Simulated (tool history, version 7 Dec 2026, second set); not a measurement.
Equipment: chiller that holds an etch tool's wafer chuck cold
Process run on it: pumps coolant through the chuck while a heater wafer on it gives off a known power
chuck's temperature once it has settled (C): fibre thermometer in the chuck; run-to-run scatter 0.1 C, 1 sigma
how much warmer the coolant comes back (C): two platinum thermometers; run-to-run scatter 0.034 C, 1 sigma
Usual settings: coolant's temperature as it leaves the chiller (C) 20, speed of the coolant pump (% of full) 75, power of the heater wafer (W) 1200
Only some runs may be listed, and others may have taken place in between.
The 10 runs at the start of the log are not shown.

| run | hour | coolant's temperature as it leaves the chiller (C) | speed of the coolant pump (% of full) | power of the heater wafer (W) | chuck's temperature once it has settled (C) | how much warmer the coolant comes back (C) |
|---|---|---|---|---|---|---|
| 11 | 229.5 | 20 | 75 | 1200 | 32.7 | 5.69 |
| 12 | 244 | 20 | 75 | 1200 | 32.8 | 5.57 |
| 13 | 260.8 | 20 | 75 | 1200 | 32.7 | 5.6 |
| 14 | 274 | 20 | 75 | 1200 | 32.8 | 5.59 |
| 15 | 288.3 | 20 | 75 | 1659 | 37.7 | 7.77 |
| 16 | 309.7 | 20 | 75 | 1200 | 32.6 | 5.67 |
| 17 | 330.8 | 22 | 80 | 1314 | 35.4 | 5.81 |
| 18 | 358.2 | 22 | 80 | 1314 | 35.5 | 5.81 |
| 19 | 370.5 | 22 | 80 | 1314 | 35.3 | 5.76 |
| 20 | 397.6 | 22 | 78 | 782 | 30.1 | 3.53 |
| 21 | 409.8 | 22 | 78 | 782 | 30.2 | 3.54 |
| 22 | 430 | 20 | 86 | 1200 | 31.5 | 4.92 |
| 23 | 445.7 | 16 | 80 | 632 | 22.5 | 2.78 |
| 24 | 463.9 | 14 | 71 | 1251 | 27.9 | 6.18 |
| 25 | 490.1 | 18 | 75 | 1200 | 31 | 5.66 |
| 26 | 504.4 | 18 | 75 | 1200 | 30.8 | 5.62 |
| 27 | 534.5 | 28 | 71 | 1739 | 47.2 | 8.62 |
| 28 | 561.5 | 28 | 71 | 1739 | 47.3 | 8.64 |
| 29 | 582.1 | 20 | 84 | 685 | 26.6 | 2.81 |
| 30 | 609.7 | 12 | 75 | 1393 | 26.8 | 6.54 |
| 31 | 623.5 | 20 | 78 | 1200 | 32.5 | 5.48 |

3 ways to go on from here, each from the tool as it stands after run 31. What would each give?
| A | 639.3 | 20 | 78 | 796 | ? | ? |
| B | 639.3 | 16 | 93 | 620 | ? | ? |
| C | 639.3 | 29 | 78 | 1200 | ? | ? |

| run | chuck's temperature once it has settled (C) | how much warmer the coolant comes back (C) |
|---|---|---|
| A | 28.3 | 3.59 |
| B | 21.8 | 2.32 |
| C | 41.4 | 5.45 |
Without the tool's unlogged condition, the same runs would have read:
| run | chuck's temperature once it has settled (C) | how much warmer the coolant comes back (C) |
|---|---|---|
| A | 28.3 | 3.59 |
| B | 21.8 | 2.32 |
| C | 41.4 | 5.45 |

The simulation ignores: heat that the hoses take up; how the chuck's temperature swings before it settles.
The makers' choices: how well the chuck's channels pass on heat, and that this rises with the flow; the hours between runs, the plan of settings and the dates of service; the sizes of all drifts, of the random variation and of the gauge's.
